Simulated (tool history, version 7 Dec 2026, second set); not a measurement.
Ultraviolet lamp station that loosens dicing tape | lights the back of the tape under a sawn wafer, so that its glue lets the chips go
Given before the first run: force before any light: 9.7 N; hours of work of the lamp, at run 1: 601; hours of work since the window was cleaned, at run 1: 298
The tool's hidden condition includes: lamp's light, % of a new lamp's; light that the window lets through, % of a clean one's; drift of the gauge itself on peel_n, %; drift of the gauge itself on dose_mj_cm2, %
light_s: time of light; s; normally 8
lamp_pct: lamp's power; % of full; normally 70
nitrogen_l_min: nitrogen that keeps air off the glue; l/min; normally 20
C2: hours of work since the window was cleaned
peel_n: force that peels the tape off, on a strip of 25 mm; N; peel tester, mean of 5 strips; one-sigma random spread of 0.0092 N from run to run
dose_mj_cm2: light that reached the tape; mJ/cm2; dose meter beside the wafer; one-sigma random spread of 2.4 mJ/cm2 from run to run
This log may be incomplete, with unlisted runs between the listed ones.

Run 1, hour 0: usual settings; hours of work of the lamp 601; C2 298. Result: peel_n 0.802 N, dose_mj_cm2 192 mJ/cm2.
Run 2, hour 24.3: usual settings; hours of work of the lamp 613; C2 309. Result: peel_n 0.8 N, dose_mj_cm2 190 mJ/cm2.
At hour 28: window cleaned of glue's vapour.
Run 3, hour 47.3: usual settings but lamp_pct 78 % of full; hours of work of the lamp 624; C2 9. Result: peel_n 0.73 N, dose_mj_cm2 201 mJ/cm2.
Run 4, hour 71.5: usual settings; hours of work of the lamp 636; C2 21. Result: peel_n 0.946 N, dose_mj_cm2 181 mJ/cm2.
Run 5, hour 102.9: usual settings; hours of work of the lamp 651; C2 36. Result: peel_n 1.008 N, dose_mj_cm2 173 mJ/cm2.
Run 6, hour 124.6: usual settings but lamp_pct 63 % of full; hours of work of the lamp 662; C2 47. Result: peel_n 1.224 N, dose_mj_cm2 157 mJ/cm2.
Run 7, hour 143.4: usual settings but lamp_pct 63 % of full; hours of work of the lamp 671; C2 56. Result: peel_n 1.263 N, dose_mj_cm2 155 mJ/cm2.
Run 8, hour 174.3: usual settings but lamp_pct 63 % of full; hours of work of the lamp 686; C2 71. Result: peel_n 1.246 N, dose_mj_cm2 150 mJ/cm2.
At hour 180: window cleaned of glue's vapour, once more.
Run 9, hour 207.9: usual settings but lamp_pct 63 % of full; hours of work of the lamp 702; C2 14. Result: peel_n 0.798 N, dose_mj_cm2 186 mJ/cm2.
Run 10, hour 245.1: usual settings but lamp_pct 63 % of full; hours of work of the lamp 720; C2 32. Result: peel_n 0.806 N, dose_mj_cm2 186 mJ/cm2.
Run 11, hour 272.2: usual settings but light_s 15 s; hours of work of the lamp 734; C2 45. Result: peel_n 0.238 N, dose_mj_cm2 388 mJ/cm2.
Run 12, hour 297: usual settings but light_s 15 s; hours of work of the lamp 746; C2 57. Result: peel_n 0.232 N, dose_mj_cm2 385 mJ/cm2.
Run 13, hour 322.2: usual settings but light_s 15 s; hours of work of the lamp 758; C2 69. Result: peel_n 0.241 N, dose_mj_cm2 379 mJ/cm2.
Run 14, hour 363: usual settings but light_s 15 s; hours of work of the lamp 778; C2 89. Result: peel_n 0.242 N, dose_mj_cm2 377 mJ/cm2.
Run 15, hour 403.7: usual settings but light_s 15 s; hours of work of the lamp 798; C2 109. Result: peel_n 0.249 N, dose_mj_cm2 371 mJ/cm2.
Run 16, hour 434.7: usual settings but lamp_pct 69 % of full; hours of work of the lamp 813; C2 124. Result: peel_n 0.779 N, dose_mj_cm2 190 mJ/cm2.
Run 17, hour 455.1: usual settings but lamp_pct 69 % of full; hours of work of the lamp 823; C2 134. Result: peel_n 0.831 N, dose_mj_cm2 191 mJ/cm2.
Run 18, hour 492.3: usual settings; hours of work of the lamp 841; C2 152. Result: peel_n 0.839 N, dose_mj_cm2 190 mJ/cm2.
Run 19, hour 526.3: usual settings; hours of work of the lamp 858; C2 169. Result: peel_n 0.836 N, dose_mj_cm2 185 mJ/cm2.
Run 20, hour 561: usual settings; hours of work of the lamp 874; C2 186. Result: peel_n 0.86 N, dose_mj_cm2 190 mJ/cm2.
Run 21, hour 589.1: usual settings; hours of work of the lamp 888; C2 199. Result: peel_n 0.873 N, dose_mj_cm2 178 mJ/cm2.
Run 22, hour 627: usual settings but light_s 4 s, lamp_pct 68 % of full, nitrogen_l_min 37 l/min; hours of work of the lamp 907; C2 218. Result: peel_n 2.443 N, dose_mj_cm2 90 mJ/cm2.
Run 23, hour 665.6: usual settings but light_s 4 s, lamp_pct 68 % of full, nitrogen_l_min 37 l/min; hours of work of the lamp 925; C2 237. Result: peel_n 2.498 N, dose_mj_cm2 87 mJ/cm2.
Run 24, hour 701.8: usual settings but light_s 4 s, lamp_pct 71 % of full, nitrogen_l_min 32 l/min; hours of work of the lamp 943; C2 254. Result: peel_n 2.465 N, dose_mj_cm2 86 mJ/cm2.
Run 25, hour 733.8: usual settings but light_s 12 s, nitrogen_l_min 30 l/min; hours of work of the lamp 959; C2 270. Result: peel_n 0.354 N, dose_mj_cm2 254 mJ/cm2.
Run 26, hour 751: usual settings but lamp_pct 81 % of full, nitrogen_l_min 21 l/min; hours of work of the lamp 967; C2 278. Result: peel_n 0.72 N, dose_mj_cm2 199 mJ/cm2.

The next listed run, before its measurement:
At hour 758.7: lamp changed.
Run 27, hour 774.7: usual settings but light_s 4 s, lamp_pct 81 % of full, nitrogen_l_min 39 l/min; hours of work of the lamp 8; C2 289. Result: peel_n ?, dose_mj_cm2 ?.

{"run 27": {"peel_n": 1.19, "dose_mj_cm2": 139}}
The same run, on a tool lacking any hidden state, would have yielded peel_n 0.915 N, dose_mj_cm2 158 mJ/cm2.
